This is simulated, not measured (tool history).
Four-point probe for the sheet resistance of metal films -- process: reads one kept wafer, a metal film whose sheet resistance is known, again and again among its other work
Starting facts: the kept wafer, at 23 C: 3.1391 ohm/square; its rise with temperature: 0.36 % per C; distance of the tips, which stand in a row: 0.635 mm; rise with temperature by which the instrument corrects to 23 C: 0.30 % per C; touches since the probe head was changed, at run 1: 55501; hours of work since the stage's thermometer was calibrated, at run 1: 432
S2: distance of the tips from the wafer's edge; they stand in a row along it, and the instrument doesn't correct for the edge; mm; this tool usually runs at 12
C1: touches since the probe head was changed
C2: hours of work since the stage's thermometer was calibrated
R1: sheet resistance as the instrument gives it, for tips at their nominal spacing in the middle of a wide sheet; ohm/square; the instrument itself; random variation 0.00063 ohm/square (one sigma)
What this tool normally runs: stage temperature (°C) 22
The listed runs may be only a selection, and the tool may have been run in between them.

Run 1, day 0.000: usual settings; C1 55501; C2 432. Result: R1 3.142667 ohm/square.
Run 2, day 0.867: usual settings; C1 56208; C2 447. Result: R1 3.142562 ohm/square.
Run 3, day 2.433: usual settings but S2 27 mm; C1 57482; C2 475. Result: R1 3.136965 ohm/square.
Run 4, day 3.679: usual settings but stage temperature (°C) 31; C1 58496; C2 496. Result: R1 3.159086 ohm/square.
Run 5, day 5.496: usual settings; C1 59978; C2 528. Result: R1 3.142418 ohm/square.
Run 6, day 6.667: usual settings; C1 60929; C2 549. Result: R1 3.143170 ohm/square.
Run 7, day 8.142: usual settings but S2 61 mm; C1 62130; C2 575. Result: R1 3.139404 ohm/square.
Run 8, day 9.454: usual settings but S2 6 mm; C1 63200; C2 598. Result: R1 3.156315 ohm/square.
Run 9, day 10.833: usual settings but S2 6 mm; C1 64323; C2 622. Result: R1 3.156233 ohm/square.
Run 10, day 12.658: usual settings but S2 6 mm; C1 65809; C2 654. Result: R1 3.156352 ohm/square.
Run 11, day 14.138: usual settings but S2 6 mm; C1 67014; C2 680. Result: R1 3.156614 ohm/square.
Run 12, day 15.312: usual settings; C1 67970; C2 701. Result: R1 3.142599 ohm/square.
Run 13, day 16.367: usual settings but stage temperature (°C) 29; C1 68828; C2 720. Result: R1 3.155595 ohm/square.
Run 14, day 17.296: usual settings but stage temperature (°C) 19; C1 69586; C2 736. Result: R1 3.137088 ohm/square.
Run 15, day 18.333: usual settings; C1 70432; C2 754. Result: R1 3.141953 ohm/square.
Run 16, day 20.188: usual settings but stage temperature (°C) 31, S2 14 mm; C1 71939; C2 787. Result: R1 3.157106 ohm/square.
Run 17, day 21.967: usual settings but stage temperature (°C) 34, S2 14 mm; C1 73387; C2 818. Result: R1 3.161321 ohm/square.
Run 18, day 23.554: usual settings but stage temperature (°C) 32, S2 17 mm; C1 74682; C2 846. Result: R1 3.158060 ohm/square.
Run 19, day 25.362: usual settings but stage temperature (°C) 19, S2 9 mm; C1 76155; C2 878. Result: R1 3.139026 ohm/square.
Run 20, day 26.496: usual settings but S2 5 mm; C1 77078; C2 898. Result: R1 3.164190 ohm/square.
Run 21, day 27.408: usual settings but S2 5 mm; C1 77820; C2 914. Result: R1 3.165994 ohm/square.
Run 22, day 29.146: usual settings but stage temperature (°C) 30, S2 40 mm; C1 79236; C2 945. Result: R1 3.152927 ohm/square.
Run 23, day 30.550: usual settings but stage temperature (°C) 19; C1 80378; C2 969. Result: R1 3.136019 ohm/square.
Run 24, day 31.667: usual settings but stage temperature (°C) 19; C1 81289; C2 989. Result: R1 3.136523 ohm/square.
Run 25, day 33.004: usual settings but stage temperature (°C) 29, S2 23 mm; C1 82378; C2 1012. Result: R1 3.151515 ohm/square.
Run 26, day 34.621: usual settings but stage temperature (°C) 30, S2 8 mm; C1 83692; C2 1041. Result: R1 3.163272 ohm/square.
Run 27, day 35.621: usual settings but stage temperature (°C) 30, S2 8 mm; C1 84507; C2 1058. Result: R1 3.162813 ohm/square.
Run 28, day 37.058: usual settings but stage temperature (°C) 30, S2 3 mm; C1 85678; C2 1084. Result: R1 3.225860 ohm/square.
Run 29, day 37.833: usual settings but stage temperature (°C) 24, S2 36 mm; C1 86308; C2 1097. Result: R1 3.141870 ohm/square.
Run 30, day 39.333: usual settings but stage temperature (°C) 20, S2 13 mm; C1 87530; C2 1124. Result: R1 3.138055 ohm/square.

Consider 5 possible next runs. They are alternatives, not a sequence: every one starts from the tool as it was left by run 30. What does each give?
At day 40.683: new probe head fitted.
Run A, day 40.683: usual settings but stage temperature (°C) 21, S2 19 mm; C1 0; C2 1147. Result: R1 ?.
At day 40.683: new probe head fitted.
Run B, day 40.683: usual settings but stage temperature (°C) 19, S2 70 mm; C1 0; C2 1147. Result: R1 ?.
At day 40.683: new probe head fitted.
Run C, day 40.683: usual settings but stage temperature (°C) 20, S2 6 mm; C1 0; C2 1147. Result: R1 ?.
At day 40.683: new probe head fitted.
Run D, day 40.683: usual settings but stage temperature (°C) 20, S2 31 mm; C1 0; C2 1147. Result: R1 ?.
At day 40.683: new probe head fitted.
Run E, day 40.683: usual settings but stage temperature (°C) 25, S2 5 mm; C1 0; C2 1147. Result: R1 ?.

run        R1
  A  3.138334
  B  3.131134
  C  3.152244
  D  3.135067
  E  3.169363
Without the tool's unlogged condition, the same runs would have read:
run        R1
  A  3.138461
  B  3.131261
  C  3.152371
  D  3.135193
  E  3.169489
